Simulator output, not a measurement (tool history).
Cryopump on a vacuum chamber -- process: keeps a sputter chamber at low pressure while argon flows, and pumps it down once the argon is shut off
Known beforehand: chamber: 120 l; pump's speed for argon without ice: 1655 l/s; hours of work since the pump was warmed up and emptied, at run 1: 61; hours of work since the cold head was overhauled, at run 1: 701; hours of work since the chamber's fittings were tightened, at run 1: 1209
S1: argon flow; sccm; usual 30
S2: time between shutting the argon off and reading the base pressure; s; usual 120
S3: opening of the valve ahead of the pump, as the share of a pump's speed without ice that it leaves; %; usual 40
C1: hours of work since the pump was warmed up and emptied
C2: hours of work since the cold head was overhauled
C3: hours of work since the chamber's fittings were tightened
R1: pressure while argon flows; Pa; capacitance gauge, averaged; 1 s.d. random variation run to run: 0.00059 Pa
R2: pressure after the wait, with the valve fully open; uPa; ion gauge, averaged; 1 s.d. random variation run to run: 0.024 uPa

run,hour,S1,S2,S3,C1,C2,C3,R1,R2
1,0.0,30,120,40,61,701,1209,0.0777,2.97
2,28.7,30,120,40,79,719,1228,0.0774,2.97
3,57.5,30,120,40,98,737,1246,0.0787,3.05
4,92.0,30,120,40,120,760,1269,0.0772,2.98
5,117.5,30,120,40,136,776,1285,0.0785,3.03
6,133.9,18,120,40,147,787,1295,0.0464,3.00
7,153.6,18,120,40,160,799,1308,0.0467,3.12
8,185.3,30,120,52,180,820,1329,0.0610,3.14
9,222.1,30,120,29,204,843,1352,0.1077,3.07
10,257.3,30,120,40,226,866,1375,0.0791,3.31
11,292.2,30,120,29,249,889,1397,0.1082,3.37
12,310.9,30,120,29,261,901,1409,0.1090,3.43
13,342.2,30,120,29,281,921,1430,0.1096,3.51
# hour 348.5: leaking fittings of the chamber tightened, without venting
14,377.8,30,120,29,303,942,19,0.1093,0.93
15,400.1,30,120,40,317,957,33,0.0801,0.90
16,423.8,30,120,40,332,972,48,0.0802,0.92
17,456.7,30,120,40,353,993,70,0.0797,0.98
18,490.7,14,75,24,375,1015,92,0.0615,1.40
19,522.0,14,75,47,395,1035,112,0.0326,1.50
20,554.2,14,75,47,416,1056,132,0.0319,1.51
21,587.8,34,120,40,438,1077,154,0.0925,1.17
22,626.7,42,120,39,463,1102,179,0.1155,1.20
23,662.3,30,120,16,486,1125,202,0.1939,1.25
24,690.2,32,51,24,504,1143,220,0.1410,2.14
25,726.0,30,27,40,527,1166,243,0.0822,3.60
26,747.6,17,153,48,541,1180,257,0.0400,1.23
27,782.0,33,39,30,563,1202,279,0.1195,2.76
28,808.6,55,120,15,580,1220,296,0.3856,1.46
29,843.6,55,120,15,602,1242,319,0.3847,1.53
30,871.5,34,37,40,620,1260,337,0.0945,2.97
# hour 905.8: pump warmed up, emptied and cooled again
31,907.0,17,123,23,1,1280,356,0.0757,1.38
32,927.0,17,244,23,14,1293,369,0.0750,1.17
33,950.4,54,148,40,29,1308,384,0.1391,1.38

What if the next run were any one of these 5? Each begins from the tool's condition after run 33:
A,980.5,57,68,37,48,1327,403,?,?
B,980.5,30,87,40,48,1327,403,?,?
C,980.5,16,40,40,48,1327,403,?,?
D,980.5,54,28,40,48,1327,403,?,?
E,980.5,15,120,40,48,1327,403,?,?

run,R1,R2
A,0.1583,1.99
B,0.0771,1.78
C,0.0415,2.86
D,0.1401,3.76
E,0.0388,1.54
The same runs, with their run-to-run variation unchanged, on a tool lacking any hidden condition would have given:
run,R1,R2
A,0.1567,1.30
B,0.0762,1.08
C,0.0411,2.14
D,0.1385,3.04
E,0.0383,0.83
